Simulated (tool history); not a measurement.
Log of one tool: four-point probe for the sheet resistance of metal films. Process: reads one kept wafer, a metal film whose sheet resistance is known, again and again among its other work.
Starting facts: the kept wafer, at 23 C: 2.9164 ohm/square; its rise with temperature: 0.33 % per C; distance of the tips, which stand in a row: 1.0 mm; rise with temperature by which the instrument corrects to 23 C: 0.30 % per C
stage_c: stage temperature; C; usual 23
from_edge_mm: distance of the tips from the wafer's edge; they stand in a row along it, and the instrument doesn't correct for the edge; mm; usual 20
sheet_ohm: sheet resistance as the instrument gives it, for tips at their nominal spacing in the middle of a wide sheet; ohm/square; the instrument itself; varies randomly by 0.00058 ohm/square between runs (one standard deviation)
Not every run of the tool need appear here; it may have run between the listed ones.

Run 1, hour 0: usual settings. Result: sheet_ohm 2.92029 ohm/square.
Run 2, hour 129.4: usual settings but stage_c 32 C. Result: sheet_ohm 2.926742 ohm/square.
Run 3, hour 189.9: usual settings but stage_c 32 C. Result: sheet_ohm 2.926853 ohm/square.
Run 4, hour 291.8: usual settings but stage_c 18 C. Result: sheet_ohm 2.917005 ohm/square.
Run 5, hour 355.1: usual settings but stage_c 18 C. Result: sheet_ohm 2.916826 ohm/square.
Run 6, hour 418: usual settings but stage_c 18 C. Result: sheet_ohm 2.9162 ohm/square.
Run 7, hour 502.6: usual settings but from_edge_mm 5 mm. Result: sheet_ohm 2.977946 ohm/square.
Run 8, hour 611.6: usual settings. Result: sheet_ohm 2.920379 ohm/square.
Run 9, hour 749.3: usual settings. Result: sheet_ohm 2.920162 ohm/square.
Run 10, hour 819.3: usual settings but from_edge_mm 40 mm. Result: sheet_ohm 2.917243 ohm/square.
Run 11, hour 912.7: usual settings but stage_c 34 C, from_edge_mm 26 mm. Result: sheet_ohm 2.926688 ohm/square.
Run 12, hour 987.3: usual settings but stage_c 25 C, from_edge_mm 65 mm. Result: sheet_ohm 2.918428 ohm/square.
Run 13, hour 1098.7: usual settings but stage_c 25 C, from_edge_mm 65 mm. Result: sheet_ohm 2.918145 ohm/square.
Run 14, hour 1178.5: usual settings but stage_c 25 C, from_edge_mm 65 mm. Result: sheet_ohm 2.917532 ohm/square.
Run 15, hour 1284.4: usual settings but stage_c 27 C, from_edge_mm 6 mm. Result: sheet_ohm 2.962817 ohm/square.
Run 16, hour 1348.4: usual settings but stage_c 27 C, from_edge_mm 6 mm. Result: sheet_ohm 2.961557 ohm/square.
Run 17, hour 1434.6: usual settings but stage_c 27 C, from_edge_mm 6 mm. Result: sheet_ohm 2.961571 ohm/square.
Run 18, hour 1561.3: usual settings but stage_c 31 C, from_edge_mm 5 mm. Result: sheet_ohm 2.983001 ohm/square.
At hour 1622.8: stage's thermometer calibrated.
Run 19, hour 1627.6: usual settings but from_edge_mm 13 mm. Result: sheet_ohm 2.925947 ohm/square.

Alternative continuations, all from the tool just after run 19; predict every row:
Run A, hour 1688.2: usual settings but stage_c 27 C, from_edge_mm 5 mm. Result: sheet_ohm ?.
Run B, hour 1688.2: usual settings but stage_c 19 C, from_edge_mm 12 mm. Result: sheet_ohm ?.
Run C, hour 1688.2: usual settings but stage_c 19 C, from_edge_mm 23 mm. Result: sheet_ohm ?.
Run D, hour 1688.2: usual settings but stage_c 34 C, from_edge_mm 17 mm. Result: sheet_ohm ?.

run  sheet_ohm
  A    2.98107
  B   2.924938
  C   2.916615
  D   2.930211
With no hidden state in the tool, these same runs would have given:
run  sheet_ohm
  A   2.980892
  B   2.924763
  C    2.91644
  D   2.930035

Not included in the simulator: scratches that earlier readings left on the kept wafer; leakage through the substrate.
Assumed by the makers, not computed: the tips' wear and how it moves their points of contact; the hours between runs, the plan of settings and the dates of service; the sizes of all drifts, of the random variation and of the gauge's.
